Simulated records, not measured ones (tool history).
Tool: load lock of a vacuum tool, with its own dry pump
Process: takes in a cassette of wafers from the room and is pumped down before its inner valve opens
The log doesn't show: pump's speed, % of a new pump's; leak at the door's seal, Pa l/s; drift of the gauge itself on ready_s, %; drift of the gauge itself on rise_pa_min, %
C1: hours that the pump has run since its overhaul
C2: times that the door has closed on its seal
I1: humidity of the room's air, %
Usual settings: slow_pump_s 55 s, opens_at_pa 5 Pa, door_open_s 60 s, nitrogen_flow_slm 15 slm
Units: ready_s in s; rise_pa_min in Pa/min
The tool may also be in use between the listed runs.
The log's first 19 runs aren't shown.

run 20 day=66.833 | slow_pump_s=101 opens_at_pa=5 door_open_s=60 nitrogen_flow_slm=15 | C1=8677 C2=23913 | I1=45.9 | ready_s=124.0 rise_pa_min=0.192
run 21 day=68.958 | slow_pump_s=55 opens_at_pa=5 door_open_s=207 nitrogen_flow_slm=37 | C1=8728 C2=24163 | I1=45.2 | ready_s=85.5 rise_pa_min=0.206
run 22 day=72.708 | slow_pump_s=55 opens_at_pa=5 door_open_s=207 nitrogen_flow_slm=37 | C1=8818 C2=24606 | I1=45.9 | ready_s=85.3 rise_pa_min=0.214
run 23 day=76.992 | slow_pump_s=37 opens_at_pa=5 door_open_s=68 nitrogen_flow_slm=28 | C1=8920 C2=25112 | I1=46.0 | ready_s=70.1 rise_pa_min=0.197
run 24 day=80.383 | slow_pump_s=96 opens_at_pa=6 door_open_s=60 nitrogen_flow_slm=8 | C1=9002 C2=25512 | I1=44.6 | ready_s=119.2 rise_pa_min=0.219
run 25 day=83.746 | slow_pump_s=55 opens_at_pa=5 door_open_s=60 nitrogen_flow_slm=44 | C1=9083 C2=25909 | I1=48.3 | ready_s=84.8 rise_pa_min=0.201
-- day=85.358 dry pump taken out, an overhauled one fitted
run 26 day=85.767 | slow_pump_s=81 opens_at_pa=9 door_open_s=60 nitrogen_flow_slm=15 | C1=10 C2=26118 | I1=46.2 | ready_s=102.1 rise_pa_min=0.213
run 27 day=89.975 | slow_pump_s=100 opens_at_pa=9 door_open_s=60 nitrogen_flow_slm=15 | C1=111 C2=26615 | I1=45.6 | ready_s=118.1 rise_pa_min=0.223
run 28 day=92.588 | slow_pump_s=55 opens_at_pa=5 door_open_s=60 nitrogen_flow_slm=8 | C1=173 C2=26924 | I1=44.5 | ready_s=81.3 rise_pa_min=0.232
run 29 day=94.767 | slow_pump_s=55 opens_at_pa=5 door_open_s=143 nitrogen_flow_slm=7 | C1=226 C2=27181 | I1=42.8 | ready_s=81.5 rise_pa_min=0.261
run 30 day=96.938 | slow_pump_s=37 opens_at_pa=8 door_open_s=29 nitrogen_flow_slm=8 | C1=278 C2=27437 | I1=43.7 | ready_s=63.9 rise_pa_min=0.218
run 31 day=99.188 | slow_pump_s=37 opens_at_pa=8 door_open_s=51 nitrogen_flow_slm=6 | C1=332 C2=27703 | I1=47.9 | ready_s=63.7 rise_pa_min=0.238
run 32 day=101.404 | slow_pump_s=55 opens_at_pa=10 door_open_s=82 nitrogen_flow_slm=12 | C1=385 C2=27964 | I1=41.5 | ready_s=78.8 rise_pa_min=0.235
run 33 day=105.525 | slow_pump_s=55 opens_at_pa=10 door_open_s=82 nitrogen_flow_slm=12 | C1=484 C2=28451 | I1=43.0 | ready_s=79.3 rise_pa_min=0.246
run 34 day=109.788 | slow_pump_s=55 opens_at_pa=5 door_open_s=106 nitrogen_flow_slm=15 | C1=586 C2=28954 | I1=46.5 | ready_s=81.2 rise_pa_min=0.258
run 35 day=111.871 | slow_pump_s=55 opens_at_pa=5 door_open_s=106 nitrogen_flow_slm=15 | C1=636 C2=29200 | I1=43.6 | ready_s=81.2 rise_pa_min=0.262
run 36 day=114.588 | slow_pump_s=55 opens_at_pa=5 door_open_s=106 nitrogen_flow_slm=15 | C1=702 C2=29521 | I1=42.2 | ready_s=80.3 rise_pa_min=0.265
run 37 day=118.246 | slow_pump_s=32 opens_at_pa=5 door_open_s=199 nitrogen_flow_slm=29 | C1=789 C2=29953 | I1=41.7 | ready_s=60.6 rise_pa_min=0.278

Forecast each of these 3 alternatives for the next run:
run A day=121.112 | slow_pump_s=51 opens_at_pa=5 door_open_s=199 nitrogen_flow_slm=29 | C1=858 C2=30292 | I1=43.4 | ready_s=? rise_pa_min=?
run B day=121.112 | slow_pump_s=43 opens_at_pa=5 door_open_s=199 nitrogen_flow_slm=14 | C1=858 C2=30292 | I1=47.9 | ready_s=? rise_pa_min=?
run C day=121.112 | slow_pump_s=46 opens_at_pa=5 door_open_s=120 nitrogen_flow_slm=29 | C1=858 C2=30292 | I1=44.6 | ready_s=? rise_pa_min=?

run=A ready_s=78.1 rise_pa_min=0.283
run=B ready_s=71.8 rise_pa_min=0.310
run=C ready_s=73.9 rise_pa_min=0.269
Without the tool's hidden state the same runs would have given:
run=A ready_s=78.0 rise_pa_min=0.048
run=B ready_s=71.8 rise_pa_min=0.079
run=C ready_s=73.9 rise_pa_min=0.035
